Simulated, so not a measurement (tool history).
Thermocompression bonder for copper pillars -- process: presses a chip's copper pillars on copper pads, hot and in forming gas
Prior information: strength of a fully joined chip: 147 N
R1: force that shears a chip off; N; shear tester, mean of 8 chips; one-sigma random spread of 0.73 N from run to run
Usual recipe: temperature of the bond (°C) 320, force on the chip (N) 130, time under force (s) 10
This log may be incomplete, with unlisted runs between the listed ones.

Run 1, hour 0: usual settings. Result: R1 48.4 N.
Run 2, hour 35.1: usual settings. Result: R1 46.6 N.
Run 3, hour 64.1: usual settings but time under force (s) 23. Result: R1 65.9 N.
Run 4, hour 84.8: usual settings but time under force (s) 23. Result: R1 66 N.
Run 5, hour 117.8: usual settings but time under force (s) 23. Result: R1 64.8 N.
Run 6, hour 152.3: usual settings but time under force (s) 11. Result: R1 47 N.
Run 7, hour 184.4: usual settings but time under force (s) 11. Result: R1 46.7 N.
Run 8, hour 219: usual settings but time under force (s) 11. Result: R1 46.9 N.
Run 9, hour 242.3: usual settings but time under force (s) 16. Result: R1 53.5 N.
Run 10, hour 263.3: usual settings but time under force (s) 16. Result: R1 53.4 N.
At hour 265.7: forming gas filter changed.
Run 11, hour 289.2: usual settings. Result: R1 46.7 N.
Run 12, hour 305.6: usual settings. Result: R1 46.6 N.
Run 13, hour 338.9: usual settings. Result: R1 46 N.
Run 14, hour 367.4: usual settings. Result: R1 43.3 N.
Run 15, hour 401: usual settings. Result: R1 44.9 N.
Run 16, hour 428.9: usual settings. Result: R1 43.9 N.
Run 17, hour 450.3: usual settings but time under force (s) 6. Result: R1 35.2 N.
Run 18, hour 485.8: usual settings but time under force (s) 6. Result: R1 35.1 N.
Run 19, hour 507.7: usual settings but time under force (s) 6. Result: R1 34.6 N.
Run 20, hour 531.8: usual settings. Result: R1 40.6 N.
Run 21, hour 548.6: usual settings but temperature of the bond (°C) 331, force on the chip (N) 101, time under force (s) 6. Result: R1 32.7 N.
Run 22, hour 566.5: usual settings but temperature of the bond (°C) 318, force on the chip (N) 101, time under force (s) 15. Result: R1 38.2 N.
At hour 599.4: forming gas filter changed.
Run 23, hour 600.7: usual settings but temperature of the bond (°C) 334, force on the chip (N) 174, time under force (s) 9. Result: R1 63.9 N.
Run 24, hour 629.1: usual settings but temperature of the bond (°C) 316, force on the chip (N) 100. Result: R1 31.7 N.
Run 25, hour 645.4: usual settings but temperature of the bond (°C) 349, force on the chip (N) 162, time under force (s) 7. Result: R1 66.7 N.
Run 26, hour 668.5: usual settings but temperature of the bond (°C) 349, force on the chip (N) 162, time under force (s) 7. Result: R1 64 N.
Run 27, hour 693.6: usual settings but temperature of the bond (°C) 333, force on the chip (N) 117, time under force (s) 7. Result: R1 40.8 N.
At hour 725.8: heater calibrated with a thermocouple chip.
Run 28, hour 730.4: usual settings but time under force (s) 21. Result: R1 66.5 N.
Run 29, hour 756.4: usual settings but temperature of the bond (°C) 326, force on the chip (N) 161, time under force (s) 15. Result: R1 71.9 N.
Run 30, hour 774.7: usual settings but temperature of the bond (°C) 326, force on the chip (N) 161, time under force (s) 15. Result: R1 71.3 N.
Run 31, hour 792.3: usual settings but temperature of the bond (°C) 326, force on the chip (N) 161, time under force (s) 15. Result: R1 71.3 N.
Run 32, hour 812.6: usual settings but temperature of the bond (°C) 326, force on the chip (N) 110, time under force (s) 11. Result: R1 48 N.
Run 33, hour 847.9: usual settings but temperature of the bond (°C) 326, force on the chip (N) 110, time under force (s) 11. Result: R1 47.7 N.
Run 34, hour 864.1: usual settings but temperature of the bond (°C) 326, force on the chip (N) 110, time under force (s) 11. Result: R1 47.4 N.
Run 35, hour 891: usual settings but temperature of the bond (°C) 298, force on the chip (N) 110, time under force (s) 12. Result: R1 31 N.
Run 36, hour 906.6: usual settings but temperature of the bond (°C) 298, force on the chip (N) 110, time under force (s) 12. Result: R1 30.4 N.
Run 37, hour 927.7: usual settings but temperature of the bond (°C) 335, force on the chip (N) 138, time under force (s) 12. Result: R1 64.3 N.
At hour 934.2: forming gas filter changed.
Run 38, hour 958: usual settings but temperature of the bond (°C) 294, force on the chip (N) 101, time under force (s) 29. Result: R1 41.2 N.
Run 39, hour 979.7: usual settings but temperature of the bond (°C) 294, force on the chip (N) 101, time under force (s) 29. Result: R1 41.3 N.

3 options for the next run, each taken on its own from the tool as it stands now. Forecast them:
Run A, hour 1008.9: usual settings but temperature of the bond (°C) 294, force on the chip (N) 120, time under force (s) 28. Result: R1 ?.
Run B, hour 1008.9: usual settings but temperature of the bond (°C) 297, force on the chip (N) 101, time under force (s) 29. Result: R1 ?.
Run C, hour 1008.9: usual settings but temperature of the bond (°C) 313, force on the chip (N) 100, time under force (s) 29. Result: R1 ?.

run    R1
  A  45.5
  B  42.6
  C    56
Without the tool's hidden state the same runs would have given:
run    R1
  A  50.7
  B  47.7
  C  61.9

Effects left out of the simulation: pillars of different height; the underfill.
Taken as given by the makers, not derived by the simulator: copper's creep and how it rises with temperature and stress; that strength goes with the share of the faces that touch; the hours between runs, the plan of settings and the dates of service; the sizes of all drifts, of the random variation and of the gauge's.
